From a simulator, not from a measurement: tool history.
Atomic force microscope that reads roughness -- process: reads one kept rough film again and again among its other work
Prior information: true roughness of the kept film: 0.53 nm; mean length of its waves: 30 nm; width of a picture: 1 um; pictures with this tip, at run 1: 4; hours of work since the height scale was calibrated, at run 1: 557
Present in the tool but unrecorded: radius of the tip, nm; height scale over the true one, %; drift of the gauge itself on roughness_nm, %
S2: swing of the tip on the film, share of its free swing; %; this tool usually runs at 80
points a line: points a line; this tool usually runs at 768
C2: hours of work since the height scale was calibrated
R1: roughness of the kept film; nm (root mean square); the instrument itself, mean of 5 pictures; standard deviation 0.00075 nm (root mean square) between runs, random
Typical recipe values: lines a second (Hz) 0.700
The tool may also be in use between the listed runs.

run 1 hour=0.0 | lines_a_second_(Hz)=0.700 S2=80 points_a_line=768 | pictures_with_this_tip=4 C2=557 | R1=0.4892
run 2 hour=13.3 | lines_a_second_(Hz)=0.700 S2=80 points_a_line=768 | pictures_with_this_tip=18 C2=566 | R1=0.4892
run 3 hour=42.6 | lines_a_second_(Hz)=0.700 S2=80 points_a_line=768 | pictures_with_this_tip=49 C2=584 | R1=0.4872
run 4 hour=70.1 | lines_a_second_(Hz)=0.700 S2=80 points_a_line=381 | pictures_with_this_tip=79 C2=602 | R1=0.4836
run 5 hour=99.5 | lines_a_second_(Hz)=0.700 S2=80 points_a_line=768 | pictures_with_this_tip=110 C2=620 | R1=0.4858
run 6 hour=121.3 | lines_a_second_(Hz)=0.700 S2=80 points_a_line=768 | pictures_with_this_tip=133 C2=634 | R1=0.4834
run 7 hour=135.7 | lines_a_second_(Hz)=0.700 S2=58 points_a_line=768 | pictures_with_this_tip=148 C2=643 | R1=0.5060
-- hour=137.7 new tip fitted
run 8 hour=152.6 | lines_a_second_(Hz)=0.700 S2=58 points_a_line=768 | pictures_with_this_tip=16 C2=654 | R1=0.5132
run 9 hour=174.5 | lines_a_second_(Hz)=0.700 S2=58 points_a_line=768 | pictures_with_this_tip=39 C2=667 | R1=0.5113
run 10 hour=206.1 | lines_a_second_(Hz)=0.700 S2=58 points_a_line=768 | pictures_with_this_tip=73 C2=687 | R1=0.5104
run 11 hour=226.6 | lines_a_second_(Hz)=0.700 S2=58 points_a_line=768 | pictures_with_this_tip=95 C2=700 | R1=0.5089
run 12 hour=252.4 | lines_a_second_(Hz)=0.700 S2=80 points_a_line=257 | pictures_with_this_tip=122 C2=717 | R1=0.4765
-- hour=278.0 new tip fitted
run 13 hour=284.0 | lines_a_second_(Hz)=0.700 S2=86 points_a_line=452 | pictures_with_this_tip=6 C2=736 | R1=0.4790
run 14 hour=310.0 | lines_a_second_(Hz)=2.147 S2=59 points_a_line=888 | pictures_with_this_tip=34 C2=753 | R1=0.4915
run 15 hour=326.4 | lines_a_second_(Hz)=2.147 S2=59 points_a_line=888 | pictures_with_this_tip=51 C2=763 | R1=0.4915
run 16 hour=355.0 | lines_a_second_(Hz)=2.147 S2=59 points_a_line=888 | pictures_with_this_tip=82 C2=781 | R1=0.4890
run 17 hour=377.6 | lines_a_second_(Hz)=2.147 S2=59 points_a_line=888 | pictures_with_this_tip=106 C2=795 | R1=0.4893
run 18 hour=401.9 | lines_a_second_(Hz)=2.147 S2=60 points_a_line=339 | pictures_with_this_tip=132 C2=811 | R1=0.4803
-- hour=418.6 new tip fitted
run 19 hour=426.6 | lines_a_second_(Hz)=0.545 S2=75 points_a_line=768 | pictures_with_this_tip=8 C2=826 | R1=0.5017
run 20 hour=440.1 | lines_a_second_(Hz)=0.853 S2=75 points_a_line=908 | pictures_with_this_tip=23 C2=834 | R1=0.4919
run 21 hour=468.6 | lines_a_second_(Hz)=0.853 S2=75 points_a_line=908 | pictures_with_this_tip=53 C2=852 | R1=0.4907
run 22 hour=481.5 | lines_a_second_(Hz)=0.700 S2=77 points_a_line=768 | pictures_with_this_tip=67 C2=861 | R1=0.4922
run 23 hour=504.1 | lines_a_second_(Hz)=2.025 S2=76 points_a_line=264 | pictures_with_this_tip=91 C2=875 | R1=0.4395

Here are 5 independent what-if runs from the current tool condition. What would each one return?
run A hour=530.5 | lines_a_second_(Hz)=2.025 S2=85 points_a_line=264 | pictures_with_this_tip=119 C2=892 | R1=?
run B hour=530.5 | lines_a_second_(Hz)=2.025 S2=76 points_a_line=597 | pictures_with_this_tip=119 C2=892 | R1=?
run C hour=530.5 | lines_a_second_(Hz)=2.047 S2=76 points_a_line=264 | pictures_with_this_tip=119 C2=892 | R1=?
run D hour=530.5 | lines_a_second_(Hz)=2.104 S2=83 points_a_line=768 | pictures_with_this_tip=119 C2=892 | R1=?
run E hour=530.5 | lines_a_second_(Hz)=2.025 S2=71 points_a_line=264 | pictures_with_this_tip=119 C2=892 | R1=?

run=A R1=0.4059
run=B R1=0.4435
run=C R1=0.4394
run=D R1=0.4167
run=E R1=0.4545
Had the tool no hidden state, the same runs would have come out as:
run=A R1=0.4093
run=B R1=0.4471
run=C R1=0.4430
run=D R1=0.4202
run=E R1=0.4582
